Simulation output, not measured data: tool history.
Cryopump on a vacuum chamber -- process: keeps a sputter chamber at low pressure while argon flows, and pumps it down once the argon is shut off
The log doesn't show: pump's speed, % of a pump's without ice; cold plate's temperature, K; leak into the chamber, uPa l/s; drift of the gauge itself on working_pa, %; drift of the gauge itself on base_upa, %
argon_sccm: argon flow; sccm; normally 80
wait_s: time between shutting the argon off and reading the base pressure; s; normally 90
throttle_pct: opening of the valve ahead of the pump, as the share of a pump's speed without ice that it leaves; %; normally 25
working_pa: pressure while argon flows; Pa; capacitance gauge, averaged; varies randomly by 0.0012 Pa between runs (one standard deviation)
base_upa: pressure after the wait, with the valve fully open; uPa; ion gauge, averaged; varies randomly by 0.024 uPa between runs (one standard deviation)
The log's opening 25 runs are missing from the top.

| run | hour | argon_sccm | wait_s | throttle_pct | hours of work since the pump was warmed up and emptied | hours of work since the cold head was overhauled | hours of work since the chamber's fittings were tightened | working_pa | base_upa |
|---|---|---|---|---|---|---|---|---|---|
| 26 | 1513.7 | 58 | 36 | 25 | 53 | 3428 | 1486 | 0.2115 | 2.33 |
| 27 | 1590.6 | 57 | 36 | 25 | 115 | 3489 | 1547 | 0.2084 | 2.36 |
| 28 | 1643.2 | 57 | 36 | 25 | 157 | 3531 | 1589 | 0.2092 | 2.24 |
| 29 | 1679.7 | 57 | 36 | 25 | 186 | 3560 | 1618 | 0.2078 | 2.33 |
| 30 | 1755.0 | 80 | 90 | 44 | 246 | 3620 | 1679 | 0.1693 | 1.34 |
| 31 | 1837.4 | 87 | 160 | 28 | 312 | 3686 | 1744 | 0.2875 | 0.95 |
| 32 | 1900.5 | 84 | 121 | 49 | 363 | 3737 | 1795 | 0.1631 | 1.17 |
| 33 | 1981.7 | 84 | 121 | 49 | 428 | 3802 | 1860 | 0.1628 | 1.24 |

Branching from run 33: 3 alternative next runs. What would each branch give?
| A | 2033.5 | 133 | 90 | 25 | 469 | 3843 | 1901 | ? | ? |
| B | 2033.5 | 84 | 121 | 46 | 469 | 3843 | 1901 | ? | ? |
| C | 2033.5 | 32 | 121 | 25 | 469 | 3843 | 1901 | ? | ? |

| run | working_pa | base_upa |
|---|---|---|
| A | 0.4967 | 1.41 |
| B | 0.1721 | 1.17 |
| C | 0.1186 | 1.22 |
Without the tool's hidden state the same runs would have given:
| run | working_pa | base_upa |
|---|---|---|
| A | 0.4836 | 0.88 |
| B | 0.1639 | 0.65 |
| C | 0.1154 | 0.70 |
